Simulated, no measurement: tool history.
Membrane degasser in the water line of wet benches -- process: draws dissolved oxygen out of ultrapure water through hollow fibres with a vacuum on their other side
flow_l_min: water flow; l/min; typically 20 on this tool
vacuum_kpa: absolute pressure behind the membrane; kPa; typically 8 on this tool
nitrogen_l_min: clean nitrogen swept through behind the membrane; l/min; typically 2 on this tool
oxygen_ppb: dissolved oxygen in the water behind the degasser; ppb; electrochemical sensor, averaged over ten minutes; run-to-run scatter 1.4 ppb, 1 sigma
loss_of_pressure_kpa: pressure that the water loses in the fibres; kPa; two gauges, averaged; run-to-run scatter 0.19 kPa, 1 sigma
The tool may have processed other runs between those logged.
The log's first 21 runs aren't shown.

-- hour=2957.1 seals of the vacuum lines changed
run 22 hour=3015.7 | flow_l_min=20 vacuum_kpa=5 nitrogen_l_min=2.09 | oxygen_ppb=65.8 loss_of_pressure_kpa=35.5
-- hour=3095 gauge calibrated
run 23 hour=3178.9 | flow_l_min=25 vacuum_kpa=15.46 nitrogen_l_min=1.73 | oxygen_ppb=428.4 loss_of_pressure_kpa=45.81
-- hour=3204.1 vacuum gauge calibrated
run 24 hour=3289.1 | flow_l_min=17 vacuum_kpa=15.46 nitrogen_l_min=1 | oxygen_ppb=464.8 loss_of_pressure_kpa=31.1
run 25 hour=3397.7 | flow_l_min=20 vacuum_kpa=5.2 nitrogen_l_min=2 | oxygen_ppb=73.8 loss_of_pressure_kpa=36.45
run 26 hour=3490.3 | flow_l_min=20 vacuum_kpa=10.11 nitrogen_l_min=2.6 | oxygen_ppb=150.9 loss_of_pressure_kpa=36.26
run 27 hour=3625.9 | flow_l_min=20 vacuum_kpa=10.11 nitrogen_l_min=2.6 | oxygen_ppb=148.9 loss_of_pressure_kpa=36.67
run 28 hour=3778.5 | flow_l_min=20 vacuum_kpa=10.11 nitrogen_l_min=2.6 | oxygen_ppb=148.4 loss_of_pressure_kpa=36.08
run 29 hour=3869.1 | flow_l_min=13 vacuum_kpa=10.11 nitrogen_l_min=2.6 | oxygen_ppb=90.6 loss_of_pressure_kpa=23.63
run 30 hour=4021.5 | flow_l_min=13 vacuum_kpa=10.11 nitrogen_l_min=2.6 | oxygen_ppb=90.4 loss_of_pressure_kpa=23.73
run 31 hour=4191 | flow_l_min=13 vacuum_kpa=6.85 nitrogen_l_min=2.6 | oxygen_ppb=51.1 loss_of_pressure_kpa=23.51

Consider 5 possible next runs. They are alternatives, not a sequence: every one starts from the tool as it was left by run 31. What does each give?
run A hour=4346.2 | flow_l_min=20 vacuum_kpa=8 nitrogen_l_min=2 | oxygen_ppb=? loss_of_pressure_kpa=?
run B hour=4346.2 | flow_l_min=26 vacuum_kpa=16.58 nitrogen_l_min=2.8 | oxygen_ppb=? loss_of_pressure_kpa=?
run C hour=4346.2 | flow_l_min=12 vacuum_kpa=7.86 nitrogen_l_min=2.6 | oxygen_ppb=? loss_of_pressure_kpa=?
run D hour=4346.2 | flow_l_min=13 vacuum_kpa=6.85 nitrogen_l_min=1.79 | oxygen_ppb=? loss_of_pressure_kpa=?
run E hour=4346.2 | flow_l_min=14 vacuum_kpa=19.9 nitrogen_l_min=4.2 | oxygen_ppb=? loss_of_pressure_kpa=?

run=A oxygen_ppb=139.3 loss_of_pressure_kpa=35.81
run=B oxygen_ppb=336.9 loss_of_pressure_kpa=47.21
run=C oxygen_ppb=57.3 loss_of_pressure_kpa=21.77
run=D oxygen_ppb=68.8 loss_of_pressure_kpa=23.37
run=E oxygen_ppb=145.6 loss_of_pressure_kpa=25.27
The same runs, with their run-to-run variation unchanged, on a tool lacking any hidden condition would have given:
run=A oxygen_ppb=139.2 loss_of_pressure_kpa=36.18
run=B oxygen_ppb=336.7 loss_of_pressure_kpa=47.7
run=C oxygen_ppb=57.2 loss_of_pressure_kpa=21.99
run=D oxygen_ppb=68.8 loss_of_pressure_kpa=23.61
run=E oxygen_ppb=145.5 loss_of_pressure_kpa=25.53
